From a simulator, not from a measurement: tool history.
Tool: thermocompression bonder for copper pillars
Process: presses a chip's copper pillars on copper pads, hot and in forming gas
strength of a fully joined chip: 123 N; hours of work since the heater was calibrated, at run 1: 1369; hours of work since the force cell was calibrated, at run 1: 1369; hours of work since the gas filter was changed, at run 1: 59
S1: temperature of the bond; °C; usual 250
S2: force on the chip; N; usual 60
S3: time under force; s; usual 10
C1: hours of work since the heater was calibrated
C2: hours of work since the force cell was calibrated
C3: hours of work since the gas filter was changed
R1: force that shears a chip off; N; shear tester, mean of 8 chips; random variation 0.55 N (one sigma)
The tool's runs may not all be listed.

{"run": 1, "hour": 0.0, "S1": 250, "S2": 60, "S3": 10, "C1": 1369, "C2": 1369, "C3": 59, "R1": 99.2}
{"run": 2, "hour": 36.1, "S1": 250, "S2": 77, "S3": 10, "C1": 1388, "C2": 1388, "C3": 77, "R1": 107.8}
{"run": 3, "hour": 101.9, "S1": 250, "S2": 77, "S3": 10, "C1": 1421, "C2": 1421, "C3": 111, "R1": 106.7}
{"hour": 114.6, "done": "heater calibrated with a thermocouple chip"}
{"run": 4, "hour": 145.8, "S1": 250, "S2": 60, "S3": 20, "C1": 16, "C2": 1442, "C3": 132, "R1": 97.6}
{"hour": 180.7, "done": "force cell calibrated"}
{"run": 5, "hour": 187.3, "S1": 250, "S2": 60, "S3": 10, "C1": 36, "C2": 3, "C3": 152, "R1": 85}
{"hour": 231.4, "done": "forming gas filter changed"}
{"run": 6, "hour": 262.3, "S1": 250, "S2": 60, "S3": 10, "C1": 74, "C2": 41, "C3": 16, "R1": 89.7}
{"run": 7, "hour": 314.6, "S1": 250, "S2": 60, "S3": 10, "C1": 100, "C2": 68, "C3": 42, "R1": 89.4}
{"run": 8, "hour": 381.9, "S1": 250, "S2": 60, "S3": 10, "C1": 134, "C2": 102, "C3": 76, "R1": 89.3}
{"run": 9, "hour": 462.4, "S1": 250, "S2": 60, "S3": 10, "C1": 175, "C2": 142, "C3": 117, "R1": 86.7}
{"run": 10, "hour": 522.9, "S1": 276, "S2": 60, "S3": 10, "C1": 206, "C2": 173, "C3": 148, "R1": 104.1}
{"run": 11, "hour": 564.4, "S1": 276, "S2": 60, "S3": 10, "C1": 227, "C2": 194, "C3": 169, "R1": 102.7}
{"hour": 571.0, "done": "forming gas filter changed"}
{"run": 12, "hour": 600.3, "S1": 276, "S2": 60, "S3": 10, "C1": 245, "C2": 212, "C3": 15, "R1": 111.1}
{"run": 13, "hour": 645.9, "S1": 276, "S2": 60, "S3": 10, "C1": 268, "C2": 235, "C3": 38, "R1": 109.7}
{"run": 14, "hour": 729.0, "S1": 238, "S2": 60, "S3": 10, "C1": 310, "C2": 277, "C3": 80, "R1": 78.4}
{"run": 15, "hour": 765.6, "S1": 238, "S2": 60, "S3": 10, "C1": 329, "C2": 296, "C3": 99, "R1": 78.4}
{"run": 16, "hour": 804.6, "S1": 238, "S2": 60, "S3": 10, "C1": 348, "C2": 316, "C3": 118, "R1": 77.2}
{"run": 17, "hour": 845.1, "S1": 238, "S2": 60, "S3": 10, "C1": 369, "C2": 336, "C3": 139, "R1": 76.1}
{"hour": 912.6, "done": "forming gas filter changed"}
{"run": 18, "hour": 924.2, "S1": 280, "S2": 60, "S3": 10, "C1": 409, "C2": 376, "C3": 6, "R1": 114}
{"run": 19, "hour": 962.5, "S1": 250, "S2": 60, "S3": 7, "C1": 428, "C2": 395, "C3": 25, "R1": 85.6}
{"run": 20, "hour": 1035.6, "S1": 228, "S2": 62, "S3": 21, "C1": 465, "C2": 432, "C3": 62, "R1": 87.9}
{"run": 21, "hour": 1098.3, "S1": 242, "S2": 62, "S3": 20, "C1": 497, "C2": 464, "C3": 94, "R1": 98.4}
{"run": 22, "hour": 1181.9, "S1": 242, "S2": 62, "S3": 20, "C1": 539, "C2": 507, "C3": 136, "R1": 96.8}
{"hour": 1256.2, "done": "forming gas filter changed"}
{"run": 23, "hour": 1258.2, "S1": 242, "S2": 62, "S3": 20, "C1": 578, "C2": 545, "C3": 1, "R1": 102}
{"run": 24, "hour": 1303.4, "S1": 237, "S2": 45, "S3": 11, "C1": 601, "C2": 568, "C3": 24, "R1": 70.3}
{"run": 25, "hour": 1367.8, "S1": 237, "S2": 45, "S3": 7, "C1": 633, "C2": 600, "C3": 57, "R1": 59.8}
{"run": 26, "hour": 1439.9, "S1": 237, "S2": 48, "S3": 7, "C1": 670, "C2": 637, "C3": 93, "R1": 61.6}
{"run": 27, "hour": 1500.4, "S1": 278, "S2": 60, "S3": 10, "C1": 700, "C2": 668, "C3": 124, "R1": 108.7}
{"run": 28, "hour": 1567.5, "S1": 278, "S2": 60, "S3": 10, "C1": 734, "C2": 702, "C3": 158, "R1": 105.7}
{"hour": 1595.3, "done": "forming gas filter changed"}
{"run": 29, "hour": 1605.3, "S1": 223, "S2": 83, "S3": 10, "C1": 753, "C2": 721, "C3": 5, "R1": 84.7}
{"run": 30, "hour": 1640.5, "S1": 265, "S2": 83, "S3": 22, "C1": 771, "C2": 738, "C3": 23, "R1": 119}
{"run": 31, "hour": 1697.3, "S1": 265, "S2": 83, "S3": 22, "C1": 800, "C2": 767, "C3": 52, "R1": 118.9}
{"run": 32, "hour": 1771.4, "S1": 265, "S2": 83, "S3": 22, "C1": 837, "C2": 805, "C3": 89, "R1": 115.8}
{"run": 33, "hour": 1849.6, "S1": 280, "S2": 44, "S3": 11, "C1": 877, "C2": 844, "C3": 129, "R1": 102.9}
{"run": 34, "hour": 1890.6, "S1": 280, "S2": 89, "S3": 27, "C1": 898, "C2": 865, "C3": 150, "R1": 115.6}
{"hour": 1936.2, "done": "forming gas filter changed"}
{"run": 35, "hour": 1939.8, "S1": 280, "S2": 89, "S3": 27, "C1": 922, "C2": 890, "C3": 2, "R1": 121.5}
{"run": 36, "hour": 2008.9, "S1": 280, "S2": 89, "S3": 27, "C1": 958, "C2": 925, "C3": 37, "R1": 119.6}
{"run": 37, "hour": 2092.0, "S1": 280, "S2": 89, "S3": 27, "C1": 1000, "C2": 967, "C3": 79, "R1": 119.2}
{"run": 38, "hour": 2138.9, "S1": 280, "S2": 89, "S3": 9, "C1": 1023, "C2": 991, "C3": 103, "R1": 115.8}

Forecast each of these 5 alternatives for the next run:
{"run": "A", "hour": 2193.2, "S1": 273, "S2": 60, "S3": 5, "C1": 1051, "C2": 1018, "C3": 130, "R1": "?"}
{"run": "B", "hour": 2193.2, "S1": 280, "S2": 39, "S3": 9, "C1": 1051, "C2": 1018, "C3": 130, "R1": "?"}
{"run": "C", "hour": 2193.2, "S1": 234, "S2": 55, "S3": 10, "C1": 1051, "C2": 1018, "C3": 130, "R1": "?"}
{"run": "D", "hour": 2193.2, "S1": 240, "S2": 46, "S3": 14, "C1": 1051, "C2": 1018, "C3": 130, "R1": "?"}
{"run": "E", "hour": 2193.2, "S1": 236, "S2": 44, "S3": 13, "C1": 1051, "C2": 1018, "C3": 130, "R1": "?"}

run=A R1=97.2
run=B R1=97.5
run=C R1=75.8
run=D R1=80.3
run=E R1=72.2
Without the tool's hidden state the same runs would have given:
run=A R1=96.6
run=B R1=96.9
run=C R1=71.2
run=D R1=76.4
run=E R1=67.7
